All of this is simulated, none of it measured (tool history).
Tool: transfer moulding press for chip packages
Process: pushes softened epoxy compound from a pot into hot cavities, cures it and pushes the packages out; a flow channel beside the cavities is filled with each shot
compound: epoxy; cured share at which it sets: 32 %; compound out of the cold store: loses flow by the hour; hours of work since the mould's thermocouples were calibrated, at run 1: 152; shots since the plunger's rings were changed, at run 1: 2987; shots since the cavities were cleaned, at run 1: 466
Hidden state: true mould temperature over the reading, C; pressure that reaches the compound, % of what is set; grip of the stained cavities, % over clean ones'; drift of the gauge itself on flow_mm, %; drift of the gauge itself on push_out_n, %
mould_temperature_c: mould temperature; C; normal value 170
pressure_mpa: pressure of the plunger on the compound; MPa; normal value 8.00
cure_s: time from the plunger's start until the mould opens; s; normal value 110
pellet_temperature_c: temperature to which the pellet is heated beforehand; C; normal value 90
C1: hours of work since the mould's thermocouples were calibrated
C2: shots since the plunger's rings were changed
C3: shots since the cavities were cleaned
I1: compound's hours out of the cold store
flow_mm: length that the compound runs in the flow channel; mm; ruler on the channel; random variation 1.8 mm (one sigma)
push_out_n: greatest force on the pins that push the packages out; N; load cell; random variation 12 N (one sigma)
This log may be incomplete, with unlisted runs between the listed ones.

{"run": 1, "hour": 0.0, "mould_temperature_c": 170, "pressure_mpa": 8.0, "cure_s": 110, "pellet_temperature_c": 90, "C1": 152, "C2": 2987, "C3": 466, "I1": 16.7, "flow_mm": 508, "push_out_n": 957}
{"hour": 5.7, "done": "cavities cleaned with cleaning compound and waxed"}
{"run": 2, "hour": 43.0, "mould_temperature_c": 170, "pressure_mpa": 8.0, "cure_s": 110, "pellet_temperature_c": 90, "C1": 173, "C2": 3338, "C3": 315, "I1": 24.1, "flow_mm": 498, "push_out_n": 1204}
{"hour": 67.8, "done": "cavities cleaned with cleaning compound and waxed"}
{"run": 3, "hour": 83.3, "mould_temperature_c": 170, "pressure_mpa": 8.0, "cure_s": 95, "pellet_temperature_c": 90, "C1": 193, "C2": 3665, "C3": 131, "I1": 23.3, "flow_mm": 499, "push_out_n": 998}
{"run": 4, "hour": 104.2, "mould_temperature_c": 170, "pressure_mpa": 8.0, "cure_s": 110, "pellet_temperature_c": 90, "C1": 204, "C2": 3841, "C3": 307, "I1": 15.0, "flow_mm": 510, "push_out_n": 885}
{"hour": 127.8, "done": "cavities cleaned with cleaning compound and waxed"}
{"run": 5, "hour": 148.4, "mould_temperature_c": 170, "pressure_mpa": 8.0, "cure_s": 110, "pellet_temperature_c": 90, "C1": 225, "C2": 4202, "C3": 174, "I1": 32.1, "flow_mm": 484, "push_out_n": 710}
{"run": 6, "hour": 174.0, "mould_temperature_c": 172, "pressure_mpa": 8.0, "cure_s": 110, "pellet_temperature_c": 90, "C1": 239, "C2": 4418, "C3": 390, "I1": 18.5, "flow_mm": 496, "push_out_n": 790}
{"hour": 188.2, "done": "cavities cleaned with cleaning compound and waxed"}
{"run": 7, "hour": 208.2, "mould_temperature_c": 172, "pressure_mpa": 8.0, "cure_s": 110, "pellet_temperature_c": 91, "C1": 255, "C2": 4694, "C3": 169, "I1": 36.9, "flow_mm": 470, "push_out_n": 682}
{"hour": 246.6, "done": "cavities cleaned with cleaning compound and waxed"}
{"run": 8, "hour": 247.1, "mould_temperature_c": 172, "pressure_mpa": 8.0, "cure_s": 110, "pellet_temperature_c": 91, "C1": 274, "C2": 5009, "C3": 3, "I1": 36.8, "flow_mm": 472, "push_out_n": 495}
{"hour": 284.0, "done": "cavities cleaned with cleaning compound and waxed, once more"}
{"run": 9, "hour": 289.2, "mould_temperature_c": 172, "pressure_mpa": 8.0, "cure_s": 110, "pellet_temperature_c": 91, "C1": 295, "C2": 5352, "C3": 44, "I1": 25.6, "flow_mm": 480, "push_out_n": 557}
{"run": 10, "hour": 325.3, "mould_temperature_c": 172, "pressure_mpa": 8.0, "cure_s": 110, "pellet_temperature_c": 91, "C1": 314, "C2": 5657, "C3": 349, "I1": 39.4, "flow_mm": 467, "push_out_n": 776}
{"hour": 346.6, "done": "cavities cleaned with cleaning compound and waxed"}
{"run": 11, "hour": 352.2, "mould_temperature_c": 172, "pressure_mpa": 8.0, "cure_s": 110, "pellet_temperature_c": 91, "C1": 327, "C2": 5872, "C3": 47, "I1": 47.0, "flow_mm": 461, "push_out_n": 534}
{"hour": 371.3, "done": "plunger's sealing rings changed"}
{"run": 12, "hour": 397.0, "mould_temperature_c": 164, "pressure_mpa": 8.56, "cure_s": 90, "pellet_temperature_c": 85, "C1": 348, "C2": 217, "C3": 404, "I1": 42.3, "flow_mm": 514, "push_out_n": 2221}
{"hour": 409.1, "done": "cavities cleaned with cleaning compound and waxed"}
{"run": 13, "hour": 435.0, "mould_temperature_c": 170, "pressure_mpa": 8.0, "cure_s": 100, "pellet_temperature_c": 90, "C1": 367, "C2": 525, "C3": 218, "I1": 46.6, "flow_mm": 478, "push_out_n": 925}
{"hour": 444.8, "done": "mould's thermocouples calibrated"}
{"hour": 470.0, "done": "cavities cleaned with cleaning compound and waxed"}
{"run": 14, "hour": 485.6, "mould_temperature_c": 170, "pressure_mpa": 8.0, "cure_s": 94, "pellet_temperature_c": 96, "C1": 20, "C2": 923, "C3": 132, "I1": 8.3, "flow_mm": 525, "push_out_n": 1059}
{"run": 15, "hour": 523.2, "mould_temperature_c": 170, "pressure_mpa": 8.0, "cure_s": 94, "pellet_temperature_c": 96, "C1": 39, "C2": 1240, "C3": 449, "I1": 42.5, "flow_mm": 481, "push_out_n": 1301}
{"hour": 529.1, "done": "cavities cleaned with cleaning compound and waxed"}
{"run": 16, "hour": 548.1, "mould_temperature_c": 170, "pressure_mpa": 8.0, "cure_s": 94, "pellet_temperature_c": 96, "C1": 51, "C2": 1438, "C3": 161, "I1": 35.4, "flow_mm": 490, "push_out_n": 1074}
{"hour": 590.1, "done": "cavities cleaned with cleaning compound and waxed"}
{"run": 17, "hour": 596.8, "mould_temperature_c": 162, "pressure_mpa": 8.0, "cure_s": 94, "pellet_temperature_c": 96, "C1": 75, "C2": 1836, "C3": 56, "I1": 15.9, "flow_mm": 533, "push_out_n": 1651}
{"run": 18, "hour": 638.9, "mould_temperature_c": 166, "pressure_mpa": 7.19, "cure_s": 110, "pellet_temperature_c": 90, "C1": 97, "C2": 2192, "C3": 412, "I1": 11.2, "flow_mm": 498, "push_out_n": 1366}
{"hour": 650.3, "done": "cavities cleaned with cleaning compound and waxed"}
{"run": 19, "hour": 684.2, "mould_temperature_c": 170, "pressure_mpa": 8.58, "cure_s": 95, "pellet_temperature_c": 90, "C1": 119, "C2": 2561, "C3": 286, "I1": 40.8, "flow_mm": 492, "push_out_n": 1166}
{"hour": 709.5, "done": "cavities cleaned with cleaning compound and waxed"}
{"run": 20, "hour": 716.4, "mould_temperature_c": 170, "pressure_mpa": 8.0, "cure_s": 131, "pellet_temperature_c": 90, "C1": 135, "C2": 2820, "C3": 58, "I1": 36.0, "flow_mm": 485, "push_out_n": 481}
{"run": 21, "hour": 743.3, "mould_temperature_c": 170, "pressure_mpa": 8.0, "cure_s": 131, "pellet_temperature_c": 90, "C1": 149, "C2": 3048, "C3": 286, "I1": 43.9, "flow_mm": 472, "push_out_n": 715}
{"hour": 770.4, "done": "cavities cleaned with cleaning compound and waxed"}
{"run": 22, "hour": 789.4, "mould_temperature_c": 170, "pressure_mpa": 8.0, "cure_s": 131, "pellet_temperature_c": 90, "C1": 172, "C2": 3424, "C3": 161, "I1": 23.7, "flow_mm": 499, "push_out_n": 597}

Branching from run 22: 4 alternative next runs. What would each branch give?
{"run": "A", "hour": 810.2, "mould_temperature_c": 170, "pressure_mpa": 9.08, "cure_s": 131, "pellet_temperature_c": 90, "C1": 182, "C2": 3600, "C3": 337, "I1": 21.0, "flow_mm": "?", "push_out_n": "?"}
{"run": "B", "hour": 810.2, "mould_temperature_c": 170, "pressure_mpa": 8.0, "cure_s": 100, "pellet_temperature_c": 90, "C1": 182, "C2": 3600, "C3": 337, "I1": 24.9, "flow_mm": "?", "push_out_n": "?"}
{"run": "C", "hour": 810.2, "mould_temperature_c": 166, "pressure_mpa": 6.91, "cure_s": 124, "pellet_temperature_c": 90, "C1": 182, "C2": 3600, "C3": 337, "I1": 19.2, "flow_mm": "?", "push_out_n": "?"}
{"run": "D", "hour": 810.2, "mould_temperature_c": 173, "pressure_mpa": 8.0, "cure_s": 110, "pellet_temperature_c": 89, "C1": 182, "C2": 3600, "C3": 337, "I1": 15.9, "flow_mm": "?", "push_out_n": "?"}

run=A flow_mm=535 push_out_n=695
run=B flow_mm=494 push_out_n=1070
run=C flow_mm=476 push_out_n=957
run=D flow_mm=497 push_out_n=742
Without the tool's hidden state the same runs would have given:
run=A flow_mm=551 push_out_n=436
run=B flow_mm=508 push_out_n=683
run=C flow_mm=490 push_out_n=607
run=D flow_mm=512 push_out_n=467
